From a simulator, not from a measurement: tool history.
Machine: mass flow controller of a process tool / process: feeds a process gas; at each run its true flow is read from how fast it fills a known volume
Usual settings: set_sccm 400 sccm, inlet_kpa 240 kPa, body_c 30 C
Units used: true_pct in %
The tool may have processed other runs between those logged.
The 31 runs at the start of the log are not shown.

Run 32, hour 4557.1: usual settings but set_sccm 214 sccm, inlet_kpa 248 kPa, body_c 23 C. Result: true_pct 97.63 %.
Run 33, hour 4703.4: usual settings but set_sccm 214 sccm, inlet_kpa 248 kPa, body_c 23 C. Result: true_pct 97.58 %.
Run 34, hour 4859.9: usual settings but set_sccm 214 sccm, inlet_kpa 248 kPa, body_c 23 C. Result: true_pct 97.43 %.
Run 35, hour 5008.6: usual settings but set_sccm 77 sccm, inlet_kpa 248 kPa, body_c 28 C. Result: true_pct 97.61 %.
Run 36, hour 5092.0: usual settings but set_sccm 350 sccm, inlet_kpa 174 kPa, body_c 28 C. Result: true_pct 98.21 %.
Run 37, hour 5173.0: usual settings but set_sccm 68 sccm, inlet_kpa 248 kPa, body_c 24 C. Result: true_pct 97.03 %.
Run 38, hour 5289.5: usual settings but set_sccm 51 sccm, inlet_kpa 267 kPa. Result: true_pct 97.55 %.
Run 39, hour 5482.5: usual settings but set_sccm 53 sccm, inlet_kpa 183 kPa, body_c 31 C. Result: true_pct 97.66 %.
Run 40, hour 5677.2: usual settings but set_sccm 85 sccm, inlet_kpa 201 kPa. Result: true_pct 97.46 %.
Run 41, hour 5758.7: usual settings but set_sccm 85 sccm, inlet_kpa 147 kPa, body_c 25 C. Result: true_pct 97.03 %.
Run 42, hour 5946.6: usual settings but set_sccm 104 sccm, inlet_kpa 189 kPa, body_c 27 C. Result: true_pct 96.93 %.
Run 43, hour 6029.0: usual settings but set_sccm 158 sccm, inlet_kpa 179 kPa, body_c 33 C. Result: true_pct 97.74 %.
Run 44, hour 6148.3: usual settings but set_sccm 93 sccm, inlet_kpa 224 kPa, body_c 28 C. Result: true_pct 96.93 %.
Run 45, hour 6246.6: usual settings but set_sccm 93 sccm, inlet_kpa 224 kPa, body_c 28 C. Result: true_pct 96.83 %.
Run 46, hour 6429.8: usual settings but set_sccm 93 sccm, inlet_kpa 224 kPa, body_c 39 C. Result: true_pct 97.80 %.
At hour 6535.8: gauge calibrated.
Run 47, hour 6577.9: usual settings but set_sccm 93 sccm, inlet_kpa 224 kPa, body_c 39 C. Result: true_pct 100.75 %.

Here are 4 independent what-if runs from the current tool condition. What would each one return?
Run A, hour 6663.2: usual settings but set_sccm 203 sccm, inlet_kpa 279 kPa, body_c 29 C. Result: true_pct ?.
Run B, hour 6663.2: usual settings but set_sccm 93 sccm, inlet_kpa 224 kPa, body_c 23 C. Result: true_pct ?.
Run C, hour 6663.2: usual settings but set_sccm 184 sccm, inlet_kpa 224 kPa, body_c 39 C. Result: true_pct ?.
Run D, hour 6663.2: usual settings but set_sccm 71 sccm, inlet_kpa 244 kPa. Result: true_pct ?.

run  true_pct
  A     99.64
  B     99.03
  C    100.91
  D     99.61
Take away the tool's hidden state, keep each run's random variation, and the runs would have read:
run  true_pct
  A     99.73
  B     99.13
  C    101.00
  D     99.72
